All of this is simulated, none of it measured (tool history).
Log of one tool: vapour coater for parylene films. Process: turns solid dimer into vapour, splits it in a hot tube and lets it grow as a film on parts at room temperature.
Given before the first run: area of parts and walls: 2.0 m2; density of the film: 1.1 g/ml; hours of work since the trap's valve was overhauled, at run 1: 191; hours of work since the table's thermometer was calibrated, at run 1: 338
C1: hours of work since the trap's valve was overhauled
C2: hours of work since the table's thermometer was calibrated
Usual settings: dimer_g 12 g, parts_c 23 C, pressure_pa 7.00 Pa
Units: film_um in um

{"run": 1, "hour": 0.0, "dimer_g": 12, "parts_c": 23, "pressure_pa": 7.0, "C1": 191, "C2": 338, "film_um": 2.33}
{"run": 2, "hour": 14.7, "dimer_g": 12, "parts_c": 23, "pressure_pa": 7.0, "C1": 202, "C2": 350, "film_um": 2.31}
{"run": 3, "hour": 34.8, "dimer_g": 12, "parts_c": 23, "pressure_pa": 7.0, "C1": 218, "C2": 365, "film_um": 2.31}
{"run": 4, "hour": 44.7, "dimer_g": 12, "parts_c": 23, "pressure_pa": 7.0, "C1": 226, "C2": 373, "film_um": 2.3}
{"run": 5, "hour": 56.6, "dimer_g": 12, "parts_c": 23, "pressure_pa": 7.0, "C1": 235, "C2": 383, "film_um": 2.31}
{"run": 6, "hour": 75.0, "dimer_g": 12, "parts_c": 23, "pressure_pa": 7.0, "C1": 250, "C2": 397, "film_um": 2.32}
{"run": 7, "hour": 88.2, "dimer_g": 12, "parts_c": 23, "pressure_pa": 7.0, "C1": 260, "C2": 407, "film_um": 2.31}
{"run": 8, "hour": 103.3, "dimer_g": 12, "parts_c": 17, "pressure_pa": 7.0, "C1": 272, "C2": 419, "film_um": 2.63}
{"run": 9, "hour": 112.2, "dimer_g": 12, "parts_c": 17, "pressure_pa": 7.0, "C1": 279, "C2": 426, "film_um": 2.6}
{"run": 10, "hour": 126.0, "dimer_g": 12, "parts_c": 17, "pressure_pa": 7.0, "C1": 290, "C2": 437, "film_um": 2.63}
{"run": 11, "hour": 143.1, "dimer_g": 12, "parts_c": 17, "pressure_pa": 7.0, "C1": 303, "C2": 451, "film_um": 2.57}
{"run": 12, "hour": 160.0, "dimer_g": 12, "parts_c": 23, "pressure_pa": 7.0, "C1": 317, "C2": 464, "film_um": 2.25}
{"run": 13, "hour": 179.8, "dimer_g": 12, "parts_c": 23, "pressure_pa": 7.0, "C1": 332, "C2": 480, "film_um": 2.23}
{"run": 14, "hour": 193.6, "dimer_g": 12, "parts_c": 23, "pressure_pa": 7.0, "C1": 343, "C2": 491, "film_um": 2.22}
{"hour": 210.5, "done": "trap's valve overhauled"}
{"run": 15, "hour": 211.8, "dimer_g": 12, "parts_c": 23, "pressure_pa": 7.0, "C1": 1, "C2": 502, "film_um": 2.46}
{"run": 16, "hour": 227.3, "dimer_g": 12, "parts_c": 23, "pressure_pa": 7.0, "C1": 13, "C2": 514, "film_um": 2.49}
{"run": 17, "hour": 246.0, "dimer_g": 12, "parts_c": 23, "pressure_pa": 7.0, "C1": 28, "C2": 529, "film_um": 2.45}
{"run": 18, "hour": 264.2, "dimer_g": 12, "parts_c": 21, "pressure_pa": 11.25, "C1": 42, "C2": 543, "film_um": 2.31}
{"run": 19, "hour": 273.9, "dimer_g": 6, "parts_c": 22, "pressure_pa": 3.62, "C1": 50, "C2": 551, "film_um": 1.48}
{"run": 20, "hour": 293.6, "dimer_g": 6, "parts_c": 22, "pressure_pa": 3.62, "C1": 65, "C2": 566, "film_um": 1.47}
{"run": 21, "hour": 304.9, "dimer_g": 6, "parts_c": 22, "pressure_pa": 3.62, "C1": 74, "C2": 575, "film_um": 1.45}
{"run": 22, "hour": 323.1, "dimer_g": 7, "parts_c": 16, "pressure_pa": 8.73, "C1": 89, "C2": 589, "film_um": 1.58}
{"run": 23, "hour": 338.2, "dimer_g": 7, "parts_c": 25, "pressure_pa": 8.73, "C1": 101, "C2": 601, "film_um": 1.27}
{"run": 24, "hour": 349.9, "dimer_g": 12, "parts_c": 16, "pressure_pa": 7.0, "C1": 110, "C2": 611, "film_um": 2.84}
{"run": 25, "hour": 362.4, "dimer_g": 12, "parts_c": 16, "pressure_pa": 7.0, "C1": 120, "C2": 620, "film_um": 2.81}
{"run": 26, "hour": 373.8, "dimer_g": 6, "parts_c": 19, "pressure_pa": 6.94, "C1": 129, "C2": 629, "film_um": 1.34}
{"run": 27, "hour": 389.7, "dimer_g": 6, "parts_c": 28, "pressure_pa": 6.94, "C1": 141, "C2": 642, "film_um": 1.06}
{"run": 28, "hour": 400.5, "dimer_g": 6, "parts_c": 28, "pressure_pa": 6.94, "C1": 150, "C2": 650, "film_um": 1.08}

Hidden condition of the tool, last listed run before each entry between runs versus first listed run after:
Run 14 -> run 15: trap's valve overhauled (hour 210.5)
  vapour lost through the trap's worn valve, %: 11.3 -> 0.4
  what was measured, less what the result would be without the hidden state, film_um: -0.29 -> -0.03 um
